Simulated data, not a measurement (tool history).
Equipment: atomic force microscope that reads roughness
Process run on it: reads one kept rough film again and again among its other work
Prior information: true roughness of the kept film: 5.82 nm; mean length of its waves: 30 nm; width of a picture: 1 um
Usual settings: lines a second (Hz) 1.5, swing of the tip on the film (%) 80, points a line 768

run     day  lines a second (Hz)  swing of the tip on the film (%)  points a line  roughness of the kept film (nm (root mean square))
  1       0                  1.5                                80            768                                               4.674
  2   1.721                  1.5                                80            768                                                4.67
      3.304  -- new tip fitted
  3   3.304                  1.5                                80            768                                               4.667
  4   4.729                  1.5                                80            768                                               4.703
  5     6.3                 0.52                                80            768                                               4.937
  6   8.154                 0.52                                80            768                                               5.015
  7     9.1                  1.5                                72            768                                               4.792
      9.842  -- new tip fitted
  8  10.512                  1.5                                80            768                                               4.668
  9  11.417                  1.5                                80            768                                               4.662
 10  12.362                  1.5                                80            768                                               4.675
 11   13.25                  1.5                                80            768                                                4.66
 12  15.033                 2.34                                80            768                                                4.42
 13  16.071                  3.2                                80            768                                               4.202
     16.429  -- new tip fitted
 14  17.308                  1.5                                80            768                                               4.655
 15  18.138                  1.5                                80            768                                               4.667
 16  18.992                  1.5                                80            768                                               4.652
 17   19.75                  1.3                                80            768                                                4.69
 18  20.892                  1.3                                80            768                                               4.701
 19  22.658                  1.3                                80            768                                               4.715
     23.096  -- new tip fitted
 20  24.221                  1.3                                80            768                                               4.719
 21  25.942                 1.11                                80            768                                               4.759
 22   27.55                  1.5                                80            414                                                4.62
 23  29.425                  1.5                                71            768                                                4.84
     29.658  -- new tip fitted
 24  31.175                  1.5                                71            768                                               4.832
 25  32.992                 1.08                                80            639                                               4.786
 26  33.821                 1.09                                64            768                                               4.989
 27  35.596                 1.09                                64            768                                               4.944
     36.308  -- new tip fitted
 28  37.167                 1.41                                80            363                                               4.666
 29  37.958                 1.41                                80            363                                               4.658
 30  39.321                 0.67                                70            768                                               5.026

Predict the results of run 31:
 31  41.167                  1.5                                60            349                                                   ?

{"run 31": {"roughness of the kept film (nm (root mean square))": 4.911}}
Were there no unlogged condition in the tool, this run, its random variation unchanged, would have produced roughness of the kept film (nm (root mean square)) 4.921.
